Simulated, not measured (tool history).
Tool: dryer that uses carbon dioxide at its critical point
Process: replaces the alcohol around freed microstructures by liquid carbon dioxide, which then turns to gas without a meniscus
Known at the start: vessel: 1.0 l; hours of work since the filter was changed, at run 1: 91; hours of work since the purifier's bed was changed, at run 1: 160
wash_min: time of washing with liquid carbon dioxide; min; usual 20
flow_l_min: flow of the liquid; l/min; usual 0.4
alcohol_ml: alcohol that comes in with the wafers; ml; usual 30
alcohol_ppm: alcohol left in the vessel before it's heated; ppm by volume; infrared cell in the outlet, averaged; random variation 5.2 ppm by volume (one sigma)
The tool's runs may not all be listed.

run	hour	wash_min	flow_l_min	alcohol_ml	hours of work since the filter was changed	hours of work since the purifier's bed was changed	alcohol_ppm
1	0	20	0.4	30	91	160	122
2	11.5	20	0.4	30	95	164	113
3	20.7	20	0.4	30	98	168	117
4	41.6	20	0.4	30	106	175	113
5	58.7	20	0.4	30	112	181	126
6	67.3	20	0.494	30	115	184	57
7	84.8	24	0.61	30	121	190	47
8	98.9	24	0.61	30	126	195	37
9	110.3	24	0.61	30	130	199	41

Run 10 comes next. What will it give?
10	119	32	0.262	77	133	202	?

Run 10 gave alcohol_ppm 196 ppm by volume.
Without the tool's hidden state the same run would have given alcohol_ppm 138 ppm by volume.
